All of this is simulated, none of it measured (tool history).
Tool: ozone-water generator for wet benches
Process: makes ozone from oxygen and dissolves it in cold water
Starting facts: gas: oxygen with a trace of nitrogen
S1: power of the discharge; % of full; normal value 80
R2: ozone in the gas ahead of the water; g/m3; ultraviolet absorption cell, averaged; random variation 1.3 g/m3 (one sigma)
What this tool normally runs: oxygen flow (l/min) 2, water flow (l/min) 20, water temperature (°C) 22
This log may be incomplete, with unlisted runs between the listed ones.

run 1 hour=0 | S1=80 oxygen_flow_(l/min)=2 water_flow_(l/min)=20 water_temperature_(°C)=22 | dissolved_ozone_(ppm)=12 R2=239.3
run 2 hour=40.4 | S1=80 oxygen_flow_(l/min)=2 water_flow_(l/min)=20 water_temperature_(°C)=22 | dissolved_ozone_(ppm)=12.4 R2=238.9
run 3 hour=80.2 | S1=80 oxygen_flow_(l/min)=2 water_flow_(l/min)=20 water_temperature_(°C)=22 | dissolved_ozone_(ppm)=12.3 R2=237.5
run 4 hour=102.3 | S1=80 oxygen_flow_(l/min)=2 water_flow_(l/min)=20 water_temperature_(°C)=22 | dissolved_ozone_(ppm)=12.1 R2=237.7
run 5 hour=150.3 | S1=80 oxygen_flow_(l/min)=2 water_flow_(l/min)=20 water_temperature_(°C)=22 | dissolved_ozone_(ppm)=12.3 R2=239.3
run 6 hour=194.9 | S1=80 oxygen_flow_(l/min)=2 water_flow_(l/min)=20 water_temperature_(°C)=22 | dissolved_ozone_(ppm)=12.2 R2=239.6
run 7 hour=233 | S1=80 oxygen_flow_(l/min)=2.32 water_flow_(l/min)=20 water_temperature_(°C)=22 | dissolved_ozone_(ppm)=12.5 R2=219.2
run 8 hour=252.9 | S1=80 oxygen_flow_(l/min)=2.32 water_flow_(l/min)=20 water_temperature_(°C)=22 | dissolved_ozone_(ppm)=12.4 R2=218
run 9 hour=277.7 | S1=80 oxygen_flow_(l/min)=2.32 water_flow_(l/min)=20 water_temperature_(°C)=22 | dissolved_ozone_(ppm)=12.4 R2=216.6
run 10 hour=297.8 | S1=80 oxygen_flow_(l/min)=2.32 water_flow_(l/min)=20 water_temperature_(°C)=22 | dissolved_ozone_(ppm)=12.4 R2=219.1
run 11 hour=343.2 | S1=80 oxygen_flow_(l/min)=2.32 water_flow_(l/min)=20 water_temperature_(°C)=22 | dissolved_ozone_(ppm)=12.5 R2=215.6
run 12 hour=376.7 | S1=80 oxygen_flow_(l/min)=2.32 water_flow_(l/min)=20 water_temperature_(°C)=22 | dissolved_ozone_(ppm)=12.5 R2=216
run 13 hour=418 | S1=80 oxygen_flow_(l/min)=2 water_flow_(l/min)=24 water_temperature_(°C)=22 | dissolved_ozone_(ppm)=10.1 R2=238.7
run 14 hour=448.3 | S1=80 oxygen_flow_(l/min)=2 water_flow_(l/min)=24 water_temperature_(°C)=22 | dissolved_ozone_(ppm)=10 R2=235.1
run 15 hour=469.3 | S1=80 oxygen_flow_(l/min)=2 water_flow_(l/min)=24 water_temperature_(°C)=22 | dissolved_ozone_(ppm)=10.3 R2=240.3
run 16 hour=503.4 | S1=80 oxygen_flow_(l/min)=2 water_flow_(l/min)=20 water_temperature_(°C)=22 | dissolved_ozone_(ppm)=12.3 R2=236.3
run 17 hour=544.1 | S1=50 oxygen_flow_(l/min)=2 water_flow_(l/min)=20 water_temperature_(°C)=22 | dissolved_ozone_(ppm)=8.5 R2=165.7
run 18 hour=592.9 | S1=89 oxygen_flow_(l/min)=2 water_flow_(l/min)=20 water_temperature_(°C)=22 | dissolved_ozone_(ppm)=13.1 R2=257.7
run 19 hour=614.8 | S1=71 oxygen_flow_(l/min)=2.67 water_flow_(l/min)=14 water_temperature_(°C)=22 | dissolved_ozone_(ppm)=15.6 R2=183
run 20 hour=645.2 | S1=49 oxygen_flow_(l/min)=2 water_flow_(l/min)=13 water_temperature_(°C)=20 | dissolved_ozone_(ppm)=12.6 R2=163.4
run 21 hour=688.4 | S1=80 oxygen_flow_(l/min)=2 water_flow_(l/min)=24 water_temperature_(°C)=28 | dissolved_ozone_(ppm)=9.7 R2=236.6
run 22 hour=729.6 | S1=80 oxygen_flow_(l/min)=2 water_flow_(l/min)=19 water_temperature_(°C)=23 | dissolved_ozone_(ppm)=12.5 R2=234.1
run 23 hour=767.1 | S1=80 oxygen_flow_(l/min)=2 water_flow_(l/min)=19 water_temperature_(°C)=23 | dissolved_ozone_(ppm)=12.4 R2=236.7
run 24 hour=787.8 | S1=80 oxygen_flow_(l/min)=1.33 water_flow_(l/min)=15 water_temperature_(°C)=23 | dissolved_ozone_(ppm)=14.7 R2=299.2
run 25 hour=821.4 | S1=71 oxygen_flow_(l/min)=1.88 water_flow_(l/min)=23 water_temperature_(°C)=22 | dissolved_ozone_(ppm)=9.3 R2=223.4
run 26 hour=865.4 | S1=79 oxygen_flow_(l/min)=1.88 water_flow_(l/min)=23 water_temperature_(°C)=16 | dissolved_ozone_(ppm)=10.7 R2=240
run 27 hour=899.8 | S1=79 oxygen_flow_(l/min)=1.88 water_flow_(l/min)=23 water_temperature_(°C)=16 | dissolved_ozone_(ppm)=10.7 R2=242.7
run 28 hour=926.6 | S1=80 oxygen_flow_(l/min)=1.8 water_flow_(l/min)=31 water_temperature_(°C)=22 | dissolved_ozone_(ppm)=7.6 R2=251.1
run 29 hour=971.2 | S1=80 oxygen_flow_(l/min)=2 water_flow_(l/min)=20 water_temperature_(°C)=14 | dissolved_ozone_(ppm)=12.8 R2=232.1
run 30 hour=1012.9 | S1=53 oxygen_flow_(l/min)=1.4 water_flow_(l/min)=28 water_temperature_(°C)=22 | dissolved_ozone_(ppm)=5.9 R2=212.7
run 31 hour=1058 | S1=70 oxygen_flow_(l/min)=3.41 water_flow_(l/min)=31 water_temperature_(°C)=19 | dissolved_ozone_(ppm)=7.9 R2=156.1
run 32 hour=1090.7 | S1=80 oxygen_flow_(l/min)=2 water_flow_(l/min)=25 water_temperature_(°C)=17 | dissolved_ozone_(ppm)=9.9 R2=235.7
run 33 hour=1125 | S1=80 oxygen_flow_(l/min)=2 water_flow_(l/min)=30 water_temperature_(°C)=22 | dissolved_ozone_(ppm)=8 R2=233.9

Measured minus without-hidden-state, run by run (identical run-to-run variation in each term; gauge scatter may differ):
Hidden state at play: yield of the discharge, % of new electrodes'; contactor's efficiency, % of a clean one's; true water temperature over the reading, C; drift of the gauge itself on ozone_ppm, %; drift of the gauge itself on gas_g_m3, %.
run=1 dissolved_ozone_(ppm)=-0.5 R2=-2.6
run=2 dissolved_ozone_(ppm)=-0.4 R2=-2.8
run=3 dissolved_ozone_(ppm)=-0.4 R2=-2.8
run=4 dissolved_ozone_(ppm)=-0.5 R2=-2.9
run=5 dissolved_ozone_(ppm)=-0.4 R2=-3.1
run=6 dissolved_ozone_(ppm)=-0.5 R2=-3.2
run=7 dissolved_ozone_(ppm)=-0.5 R2=-3
run=8 dissolved_ozone_(ppm)=-0.5 R2=-3.1
run=9 dissolved_ozone_(ppm)=-0.5 R2=-3.1
run=10 dissolved_ozone_(ppm)=-0.5 R2=-3.2
run=11 dissolved_ozone_(ppm)=-0.6 R2=-3.3
run=12 dissolved_ozone_(ppm)=-0.5 R2=-3.4
run=13 dissolved_ozone_(ppm)=-0.5 R2=-3.8
run=14 dissolved_ozone_(ppm)=-0.5 R2=-3.9
run=15 dissolved_ozone_(ppm)=-0.5 R2=-4
run=16 dissolved_ozone_(ppm)=-0.5 R2=-4
run=17 dissolved_ozone_(ppm)=-0.3 R2=-2
run=18 dissolved_ozone_(ppm)=-0.6 R2=-5.1
run=19 dissolved_ozone_(ppm)=-0.7 R2=-3.1
run=20 dissolved_ozone_(ppm)=-0.5 R2=-2
run=21 dissolved_ozone_(ppm)=-0.5 R2=-4.6
run=22 dissolved_ozone_(ppm)=-0.6 R2=-4.7
run=23 dissolved_ozone_(ppm)=-0.6 R2=-4.8
run=24 dissolved_ozone_(ppm)=-0.6 R2=-6.2
run=25 dissolved_ozone_(ppm)=-0.5 R2=-4.3
run=26 dissolved_ozone_(ppm)=-0.5 R2=-5.1
run=27 dissolved_ozone_(ppm)=-0.6 R2=-5.3
run=28 dissolved_ozone_(ppm)=-0.4 R2=-5.6
run=29 dissolved_ozone_(ppm)=-0.6 R2=-5.3
run=30 dissolved_ozone_(ppm)=-0.3 R2=-3.6
run=31 dissolved_ozone_(ppm)=-0.4 R2=-3.4
run=32 dissolved_ozone_(ppm)=-0.5 R2=-5.7
run=33 dissolved_ozone_(ppm)=-0.4 R2=-5.8
